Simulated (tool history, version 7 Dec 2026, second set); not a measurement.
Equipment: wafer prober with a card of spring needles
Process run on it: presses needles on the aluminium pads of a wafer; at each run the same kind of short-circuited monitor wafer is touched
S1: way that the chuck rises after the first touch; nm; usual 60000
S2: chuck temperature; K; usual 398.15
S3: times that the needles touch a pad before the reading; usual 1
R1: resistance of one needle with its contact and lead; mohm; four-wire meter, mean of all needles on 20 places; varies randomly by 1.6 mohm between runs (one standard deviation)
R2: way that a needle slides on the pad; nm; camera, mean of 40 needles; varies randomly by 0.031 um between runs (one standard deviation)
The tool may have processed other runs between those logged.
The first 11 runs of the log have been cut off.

run,hour,S1,S2,S3,R1,R2
# hour 68.9: tips cleaned on abrasive film
12,72.9,60000,398.15,1,157,14520
13,77.7,60000,398.15,1,154,14540
# hour 84.0: tips cleaned on abrasive film
14,85.6,60000,398.15,1,152,14510
15,92.2,60000,398.15,1,155,14530
# hour 99.7: tips cleaned on abrasive film
16,102.4,60000,398.15,3,153,14470
17,106.9,60000,398.15,1,155,14490
# hour 115.2: tips cleaned on abrasive film
18,117.4,61000,309.15,2,138,14720
19,122.6,61000,309.15,2,140,14700
# hour 130.2: tips cleaned on abrasive film
20,130.7,61000,309.15,2,140,14740
21,137.1,60000,398.15,1,155,14490
22,144.8,60000,398.15,1,153,14420
# hour 145.6: tips cleaned on abrasive film
23,152.3,60000,398.15,1,157,14410
# hour 160.8: tips cleaned on abrasive film
24,162.8,40000,366.15,1,154,9610
25,167.7,47000,398.15,1,162,11260
26,173.6,47000,398.15,1,160,11230
# hour 176.2: tips cleaned on abrasive film
27,180.1,60000,300.15,1,139,14390
28,188.4,60000,300.15,1,139,14410
# hour 191.5: tips cleaned on abrasive film
29,194.6,63000,398.15,1,155,15110
30,199.8,63000,398.15,1,156,15100
# hour 206.7: tips cleaned on abrasive film
# hour 208.5: gauge calibrated
31,209.2,59000,398.15,1,156,14340
32,219.2,59000,398.15,1,155,14290
# hour 222.4: tips cleaned on abrasive film
33,229.7,59000,398.15,1,155,14340

Forecast each of these 5 alternatives for the next run:
A,235.4,63000,398.15,1,?,?
B,235.4,77000,340.15,1,?,?
C,235.4,59000,347.15,1,?,?
D,235.4,70000,327.15,2,?,?
E,235.4,43000,398.15,2,?,?

run,R1,R2
A,155,15310
B,142,18690
C,146,14330
D,140,16960
E,161,10400
Take away the tool's hidden state, keep each run's random variation, and the runs would have read:
run,R1,R2
A,155,15350
B,141,18730
C,146,14370
D,140,17000
E,161,10420
